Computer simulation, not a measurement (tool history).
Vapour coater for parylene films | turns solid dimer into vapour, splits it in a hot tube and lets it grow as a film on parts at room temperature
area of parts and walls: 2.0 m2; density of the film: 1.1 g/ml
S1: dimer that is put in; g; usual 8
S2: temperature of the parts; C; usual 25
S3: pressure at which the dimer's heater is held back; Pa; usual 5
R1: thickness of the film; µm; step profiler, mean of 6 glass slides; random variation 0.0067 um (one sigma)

run,hour,S1,S2,S3,R1
1,0,8,25,5,1.719
2,10,8,25,5,1.734
# hour 31.3: trap's valve overhauled
3,31.6,8,25,5,1.863
4,46.6,8,31,5,1.691
5,59.7,8,31,5,1.683
6,74.1,8,25,5,1.859
7,82.7,8,25,5,1.853
8,103,8,22,11.92,1.819
9,115.3,8,36,2.27,1.66
10,131.3,8,36,2.27,1.668
11,144.1,8,18,11.27,1.927
12,156.5,8,18,11.27,1.927
13,172.6,8,18,11.27,1.924

5 ways to go on from here, each from the tool as it stands after run 13. What would each give?
A,187.3,8,25,5.78,?
B,187.3,4,36,11.27,?
C,187.3,14,32,3.11,?
D,187.3,4,25,2.21,?
E,187.3,3,29,6.14,?

run,R1
A,1.811
B,0.729
C,2.967
D,0.989
E,0.638
Without the tool's hidden state the same runs would have given:
run,R1
A,1.846
B,0.743
C,3.025
D,1.008
E,0.65

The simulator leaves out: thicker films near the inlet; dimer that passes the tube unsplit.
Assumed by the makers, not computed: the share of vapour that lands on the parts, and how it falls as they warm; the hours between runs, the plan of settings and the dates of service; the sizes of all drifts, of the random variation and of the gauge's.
